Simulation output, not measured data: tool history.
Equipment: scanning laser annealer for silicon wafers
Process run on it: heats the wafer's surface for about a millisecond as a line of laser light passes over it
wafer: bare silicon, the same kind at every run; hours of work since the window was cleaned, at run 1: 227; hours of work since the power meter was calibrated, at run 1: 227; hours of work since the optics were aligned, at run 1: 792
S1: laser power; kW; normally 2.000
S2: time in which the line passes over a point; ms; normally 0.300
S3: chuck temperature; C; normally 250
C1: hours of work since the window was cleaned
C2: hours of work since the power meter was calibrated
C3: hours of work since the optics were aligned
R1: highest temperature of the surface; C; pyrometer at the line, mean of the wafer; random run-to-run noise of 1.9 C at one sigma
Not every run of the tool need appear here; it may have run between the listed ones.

run	day	S1	S2	S3	C1	C2	C3	R1
1	0.000	2.000	0.300	250	227	227	792	1071
2	0.992	2.000	0.297	250	243	243	809	1063
3	3.275	2.000	0.297	250	282	282	848	1059
4	4.942	1.725	0.297	250	311	311	876	950
5	7.271	2.000	0.300	250	350	350	916	1061
6	9.083	2.000	0.300	250	381	381	946	1057
7	11.200	2.000	0.300	238	417	417	982	1040
8	12.392	2.000	0.300	238	437	437	1003	1042
9	13.400	1.820	0.300	250	455	455	1020	981
10	14.512	2.000	0.300	258	474	474	1039	1062
11	15.633	2.000	0.300	258	493	493	1058	1056
12	16.692	2.000	0.300	250	511	511	1076	1051
13	19.042	2.000	0.212	250	551	551	1116	928
14	20.217	2.000	0.300	250	571	571	1136	1042
15	22.583	2.000	0.300	250	611	611	1176	1038
16	23.575	2.000	0.300	250	628	628	1193	1043
17	25.883	2.000	0.300	250	667	667	1232	1036
18	27.388	2.000	0.300	250	693	693	1258	1040
19	29.558	2.000	0.300	250	730	730	1295	1035
20	31.096	2.000	0.300	250	756	756	1321	1029

What will run 21 give?
21	32.604	2.000	0.300	250	781	781	1347	?

R1: 1031 C
Take away the tool's hidden state, keep the run-to-run variation as it was, and the same run would have given R1 1092 C.

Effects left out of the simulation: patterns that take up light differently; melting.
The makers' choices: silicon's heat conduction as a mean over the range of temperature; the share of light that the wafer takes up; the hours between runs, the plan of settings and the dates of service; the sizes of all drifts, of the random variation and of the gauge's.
